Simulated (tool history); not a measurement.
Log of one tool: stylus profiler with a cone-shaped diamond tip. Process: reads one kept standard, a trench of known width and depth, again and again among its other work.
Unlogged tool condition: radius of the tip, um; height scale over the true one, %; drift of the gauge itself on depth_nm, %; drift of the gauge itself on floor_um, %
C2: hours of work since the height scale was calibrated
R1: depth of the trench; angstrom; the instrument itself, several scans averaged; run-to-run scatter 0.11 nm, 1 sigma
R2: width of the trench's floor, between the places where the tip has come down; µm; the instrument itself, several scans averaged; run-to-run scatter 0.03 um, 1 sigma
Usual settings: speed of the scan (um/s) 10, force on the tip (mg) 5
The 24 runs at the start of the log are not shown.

Run 25, hour 637: usual settings but speed of the scan (um/s) 28, force on the tip (mg) 3.42; scans with this tip 6106; C2 544. Result: R1 5046.2 angstrom, R2 16.92 µm.
Run 26, hour 661.4: usual settings but speed of the scan (um/s) 28, force on the tip (mg) 3.42; scans with this tip 6218; C2 554. Result: R1 5047 angstrom, R2 16.98 µm.
Run 27, hour 690.3: usual settings but speed of the scan (um/s) 28, force on the tip (mg) 1.75; scans with this tip 6350; C2 565. Result: R1 5032.8 angstrom, R2 16.97 µm.
Run 28, hour 717.3: usual settings but speed of the scan (um/s) 28, force on the tip (mg) 1.75; scans with this tip 6474; C2 576. Result: R1 5031.9 angstrom, R2 16.95 µm.
Run 29, hour 749.2: usual settings but force on the tip (mg) 9.2; scans with this tip 6620; C2 590. Result: R1 5084.1 angstrom, R2 17.03 µm.
Run 30, hour 774.9: usual settings but speed of the scan (um/s) 4, force on the tip (mg) 11.94; scans with this tip 6738; C2 600. Result: R1 5096.9 angstrom, R2 17.03 µm.
Run 31, hour 800.5: usual settings but speed of the scan (um/s) 4, force on the tip (mg) 11.94; scans with this tip 6855; C2 610. Result: R1 5098.4 angstrom, R2 17.02 µm.
Run 32, hour 839.5: usual settings but speed of the scan (um/s) 11, force on the tip (mg) 2.76; scans with this tip 7034; C2 626. Result: R1 5041.5 angstrom, R2 16.97 µm.
Run 33, hour 874: usual settings but speed of the scan (um/s) 34, force on the tip (mg) 4.25; scans with this tip 7193; C2 640. Result: R1 5055.7 angstrom, R2 16.95 µm.
Run 34, hour 912: usual settings but speed of the scan (um/s) 3, force on the tip (mg) 8.3; scans with this tip 7367; C2 656. Result: R1 5077.3 angstrom, R2 17.04 µm.
Run 35, hour 943.3: usual settings but speed of the scan (um/s) 30, force on the tip (mg) 3.11; scans with this tip 7510; C2 669. Result: R1 5046.2 angstrom, R2 16.92 µm.

Forecast run 36:
Run 36, hour 975.8: usual settings but speed of the scan (um/s) 5, force on the tip (mg) 2.87; scans with this tip 7659; C2 682. Result: R1 ?, R2 ?.

R1: 5044 angstrom
R2: 16.92 µm
Without the tool's hidden state the same run would have given R1 5035.3 angstrom, R2 17.29 µm.

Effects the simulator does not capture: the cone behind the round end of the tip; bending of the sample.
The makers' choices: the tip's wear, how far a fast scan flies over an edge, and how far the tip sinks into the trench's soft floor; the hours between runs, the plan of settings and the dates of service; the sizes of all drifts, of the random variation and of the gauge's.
